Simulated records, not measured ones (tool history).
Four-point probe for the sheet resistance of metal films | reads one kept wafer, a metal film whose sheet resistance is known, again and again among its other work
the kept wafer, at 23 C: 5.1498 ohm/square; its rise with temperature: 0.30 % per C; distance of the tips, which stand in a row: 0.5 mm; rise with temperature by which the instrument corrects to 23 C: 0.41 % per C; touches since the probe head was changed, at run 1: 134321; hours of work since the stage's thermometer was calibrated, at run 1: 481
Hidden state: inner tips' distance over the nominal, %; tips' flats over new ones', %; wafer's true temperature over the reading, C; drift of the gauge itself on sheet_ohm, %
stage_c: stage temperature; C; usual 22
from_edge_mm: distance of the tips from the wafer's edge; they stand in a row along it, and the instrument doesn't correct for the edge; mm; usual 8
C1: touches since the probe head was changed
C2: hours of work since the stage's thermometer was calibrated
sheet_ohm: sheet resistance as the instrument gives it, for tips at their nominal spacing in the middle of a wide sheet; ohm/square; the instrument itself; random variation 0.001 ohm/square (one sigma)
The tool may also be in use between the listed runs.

{"run": 1, "hour": 0.0, "stage_c": 22, "from_edge_mm": 8, "C1": 134321, "C2": 481, "sheet_ohm": 5.246546}
{"run": 2, "hour": 75.9, "stage_c": 22, "from_edge_mm": 8, "C1": 137031, "C2": 516, "sheet_ohm": 5.24704}
{"run": 3, "hour": 123.8, "stage_c": 32, "from_edge_mm": 8, "C1": 138739, "C2": 537, "sheet_ohm": 5.192691}
{"run": 4, "hour": 204.7, "stage_c": 23, "from_edge_mm": 8, "C1": 141628, "C2": 574, "sheet_ohm": 5.244281}
{"run": 5, "hour": 282.9, "stage_c": 22, "from_edge_mm": 8, "C1": 144419, "C2": 609, "sheet_ohm": 5.250782}
{"run": 6, "hour": 344.1, "stage_c": 22, "from_edge_mm": 8, "C1": 146602, "C2": 637, "sheet_ohm": 5.251834}
{"hour": 444.0, "done": "new probe head fitted"}
{"run": 7, "hour": 444.0, "stage_c": 26, "from_edge_mm": 8, "C1": 0, "C2": 681, "sheet_ohm": 5.155915}
{"run": 8, "hour": 543.1, "stage_c": 26, "from_edge_mm": 8, "C1": 3538, "C2": 726, "sheet_ohm": 5.158104}
{"run": 9, "hour": 629.1, "stage_c": 22, "from_edge_mm": 8, "C1": 6607, "C2": 765, "sheet_ohm": 5.181872}
{"run": 10, "hour": 737.1, "stage_c": 22, "from_edge_mm": 8, "C1": 10462, "C2": 814, "sheet_ohm": 5.182687}
{"run": 11, "hour": 818.2, "stage_c": 24, "from_edge_mm": 44, "C1": 13355, "C2": 850, "sheet_ohm": 5.162237}
{"run": 12, "hour": 904.2, "stage_c": 24, "from_edge_mm": 44, "C1": 16426, "C2": 889, "sheet_ohm": 5.16518}
{"run": 13, "hour": 952.2, "stage_c": 24, "from_edge_mm": 21, "C1": 18139, "C2": 911, "sheet_ohm": 5.165628}
{"run": 14, "hour": 999.5, "stage_c": 32, "from_edge_mm": 33, "C1": 19826, "C2": 932, "sheet_ohm": 5.123058}
{"run": 15, "hour": 1095.4, "stage_c": 32, "from_edge_mm": 33, "C1": 23249, "C2": 975, "sheet_ohm": 5.12372}
{"run": 16, "hour": 1160.3, "stage_c": 33, "from_edge_mm": 12, "C1": 25567, "C2": 1005, "sheet_ohm": 5.124436}
{"run": 17, "hour": 1225.1, "stage_c": 33, "from_edge_mm": 12, "C1": 27879, "C2": 1034, "sheet_ohm": 5.124556}
{"run": 18, "hour": 1296.5, "stage_c": 31, "from_edge_mm": 10, "C1": 30426, "C2": 1066, "sheet_ohm": 5.139306}

Forecast each of these 5 alternatives for the next run:
{"run": "A", "hour": 1369.7, "stage_c": 23, "from_edge_mm": 4, "C1": 33039, "C2": 1099, "sheet_ohm": "?"}
{"run": "B", "hour": 1369.7, "stage_c": 34, "from_edge_mm": 6, "C1": 33039, "C2": 1099, "sheet_ohm": "?"}
{"run": "C", "hour": 1369.7, "stage_c": 34, "from_edge_mm": 30, "C1": 33039, "C2": 1099, "sheet_ohm": "?"}
{"run": "D", "hour": 1369.7, "stage_c": 31, "from_edge_mm": 27, "C1": 33039, "C2": 1099, "sheet_ohm": "?"}
{"run": "E", "hour": 1369.7, "stage_c": 31, "from_edge_mm": 22, "C1": 33039, "C2": 1099, "sheet_ohm": "?"}

run=A sheet_ohm=5.220808
run=B sheet_ohm=5.135546
run=C sheet_ohm=5.118866
run=D sheet_ohm=5.134011
run=E sheet_ohm=5.133839
Without the tool's hidden state the same runs would have given:
run=A sheet_ohm=5.194114
run=B sheet_ohm=5.109176
run=C sheet_ohm=5.092574
run=D sheet_ohm=5.107668
run=E sheet_ohm=5.107497
